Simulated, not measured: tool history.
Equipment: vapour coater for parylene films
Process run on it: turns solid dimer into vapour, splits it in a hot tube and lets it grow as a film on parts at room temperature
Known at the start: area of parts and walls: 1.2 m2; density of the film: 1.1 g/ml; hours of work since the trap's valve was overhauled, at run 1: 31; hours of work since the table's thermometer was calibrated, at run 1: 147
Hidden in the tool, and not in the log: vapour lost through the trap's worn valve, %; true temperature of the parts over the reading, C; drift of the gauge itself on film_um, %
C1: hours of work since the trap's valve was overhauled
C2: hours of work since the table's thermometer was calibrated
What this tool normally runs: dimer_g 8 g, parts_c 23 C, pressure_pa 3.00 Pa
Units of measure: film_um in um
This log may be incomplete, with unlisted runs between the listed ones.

run 1 hour=0.0 | dimer_g=8 parts_c=23 pressure_pa=3.00 | C1=31 C2=147 | film_um=3.34
run 2 hour=56.5 | dimer_g=8 parts_c=20 pressure_pa=3.00 | C1=80 C2=196 | film_um=3.58
run 3 hour=91.8 | dimer_g=8 parts_c=20 pressure_pa=3.00 | C1=111 C2=227 | film_um=3.54
run 4 hour=124.4 | dimer_g=8 parts_c=23 pressure_pa=3.00 | C1=140 C2=256 | film_um=3.27
run 5 hour=161.1 | dimer_g=12 parts_c=23 pressure_pa=3.00 | C1=172 C2=288 | film_um=4.81
run 6 hour=217.5 | dimer_g=12 parts_c=23 pressure_pa=3.00 | C1=221 C2=337 | film_um=4.76
run 7 hour=271.9 | dimer_g=3 parts_c=23 pressure_pa=3.00 | C1=268 C2=384 | film_um=1.17
run 8 hour=309.1 | dimer_g=3 parts_c=23 pressure_pa=2.08 | C1=301 C2=417 | film_um=1.30
run 9 hour=345.2 | dimer_g=3 parts_c=23 pressure_pa=2.08 | C1=332 C2=448 | film_um=1.29
run 10 hour=403.2 | dimer_g=8 parts_c=23 pressure_pa=3.00 | C1=383 C2=499 | film_um=3.14
run 11 hour=450.5 | dimer_g=8 parts_c=23 pressure_pa=3.00 | C1=424 C2=540 | film_um=3.07
-- hour=478.3 trap's valve overhauled
run 12 hour=509.4 | dimer_g=8 parts_c=23 pressure_pa=3.00 | C1=27 C2=588 | film_um=2.96
run 13 hour=540.0 | dimer_g=8 parts_c=23 pressure_pa=3.00 | C1=54 C2=615 | film_um=2.95
run 14 hour=572.7 | dimer_g=8 parts_c=23 pressure_pa=3.00 | C1=82 C2=644 | film_um=2.99
run 15 hour=603.1 | dimer_g=8 parts_c=23 pressure_pa=3.00 | C1=109 C2=670 | film_um=2.95
run 16 hour=656.4 | dimer_g=3 parts_c=23 pressure_pa=3.00 | C1=156 C2=717 | film_um=1.09
run 17 hour=715.7 | dimer_g=3 parts_c=23 pressure_pa=4.03 | C1=207 C2=769 | film_um=1.01
run 18 hour=770.9 | dimer_g=3 parts_c=23 pressure_pa=4.03 | C1=256 C2=817 | film_um=1.04
-- hour=806.3 trap's valve overhauled, once more
run 19 hour=806.3 | dimer_g=3 parts_c=23 pressure_pa=4.03 | C1=0 C2=844 | film_um=1.19
run 20 hour=833.0 | dimer_g=8 parts_c=23 pressure_pa=3.00 | C1=23 C2=867 | film_um=3.36
run 21 hour=862.6 | dimer_g=3 parts_c=23 pressure_pa=3.00 | C1=49 C2=893 | film_um=1.29
run 22 hour=889.7 | dimer_g=8 parts_c=23 pressure_pa=3.00 | C1=73 C2=917 | film_um=3.37
run 23 hour=945.5 | dimer_g=8 parts_c=23 pressure_pa=3.00 | C1=122 C2=966 | film_um=3.33
run 24 hour=973.3 | dimer_g=8 parts_c=19 pressure_pa=2.22 | C1=146 C2=990 | film_um=3.90
run 25 hour=1010.5 | dimer_g=8 parts_c=19 pressure_pa=2.22 | C1=178 C2=1022 | film_um=3.85
run 26 hour=1060.2 | dimer_g=4 parts_c=18 pressure_pa=2.22 | C1=222 C2=1066 | film_um=2.01
run 27 hour=1101.7 | dimer_g=4 parts_c=18 pressure_pa=2.22 | C1=258 C2=1102 | film_um=2.02
run 28 hour=1139.1 | dimer_g=4 parts_c=18 pressure_pa=2.22 | C1=291 C2=1135 | film_um=1.99
run 29 hour=1189.1 | dimer_g=11 parts_c=15 pressure_pa=2.34 | C1=334 C2=1178 | film_um=5.83
run 30 hour=1234.7 | dimer_g=6 parts_c=26 pressure_pa=4.64 | C1=374 C2=1218 | film_um=1.99
run 31 hour=1262.5 | dimer_g=6 parts_c=26 pressure_pa=4.64 | C1=398 C2=1243 | film_um=2.04
run 32 hour=1303.9 | dimer_g=6 parts_c=24 pressure_pa=4.64 | C1=435 C2=1279 | film_um=2.07
-- hour=1319.7 trap's valve overhauled
run 33 hour=1359.0 | dimer_g=6 parts_c=24 pressure_pa=4.64 | C1=34 C2=1323 | film_um=2.25
run 34 hour=1417.0 | dimer_g=12 parts_c=19 pressure_pa=5.45 | C1=85 C2=1374 | film_um=4.92
-- hour=1451.4 table's thermometer calibrated
run 35 hour=1473.5 | dimer_g=8 parts_c=23 pressure_pa=3.91 | C1=133 C2=19 | film_um=3.07
run 36 hour=1519.2 | dimer_g=13 parts_c=15 pressure_pa=8.74 | C1=173 C2=59 | film_um=5.18
run 37 hour=1575.0 | dimer_g=9 parts_c=20 pressure_pa=6.94 | C1=222 C2=108 | film_um=3.25
run 38 hour=1623.8 | dimer_g=9 parts_c=20 pressure_pa=6.94 | C1=265 C2=151 | film_um=3.21
run 39 hour=1651.0 | dimer_g=9 parts_c=33 pressure_pa=4.75 | C1=288 C2=174 | film_um=2.50
run 40 hour=1711.0 | dimer_g=11 parts_c=16 pressure_pa=4.75 | C1=341 C2=227 | film_um=4.71
run 41 hour=1759.1 | dimer_g=11 parts_c=16 pressure_pa=4.75 | C1=383 C2=269 | film_um=4.68
run 42 hour=1807.8 | dimer_g=11 parts_c=16 pressure_pa=4.75 | C1=425 C2=311 | film_um=4.56
-- hour=1833.3 trap's valve overhauled
run 43 hour=1862.3 | dimer_g=4 parts_c=23 pressure_pa=3.00 | C1=25 C2=355 | film_um=1.63
run 44 hour=1906.2 | dimer_g=12 parts_c=33 pressure_pa=3.00 | C1=64 C2=394 | film_um=3.86
run 45 hour=1951.6 | dimer_g=12 parts_c=33 pressure_pa=3.00 | C1=103 C2=433 | film_um=3.85
run 46 hour=1993.5 | dimer_g=6 parts_c=24 pressure_pa=6.68 | C1=140 C2=470 | film_um=2.01

Measured less the same run without the tool's hidden state. The same run-to-run variation is in both; the gauge's scatter may not be:
run=1 film_um=-0.04
run=2 film_um=-0.08
run=3 film_um=-0.09
run=4 film_um=-0.11
run=5 film_um=-0.19
run=6 film_um=-0.22
run=7 film_um=-0.07
run=8 film_um=-0.08
run=9 film_um=-0.09
run=10 film_um=-0.23
run=11 film_um=-0.25
run=12 film_um=-0.38
run=13 film_um=-0.39
run=14 film_um=-0.41
run=15 film_um=-0.42
run=16 film_um=-0.17
run=17 film_um=-0.17
run=18 film_um=-0.17
run=19 film_um=+0.01
run=20 film_um=+0.01
run=21 film_um=+0.00
run=22 film_um=-0.02
run=23 film_um=-0.04
run=24 film_um=-0.06
run=25 film_um=-0.07
run=26 film_um=-0.05
run=27 film_um=-0.07
run=28 film_um=-0.07
run=29 film_um=-0.27
run=30 film_um=-0.10
run=31 film_um=-0.11
run=32 film_um=-0.13
run=33 film_um=+0.01
run=34 film_um=-0.02
run=35 film_um=-0.07
run=36 film_um=-0.16
run=37 film_um=-0.13
run=38 film_um=-0.15
run=39 film_um=-0.12
run=40 film_um=-0.28
run=41 film_um=-0.32
run=42 film_um=-0.34
run=43 film_um=+0.00
run=44 film_um=-0.02
run=45 film_um=-0.04
run=46 film_um=-0.03
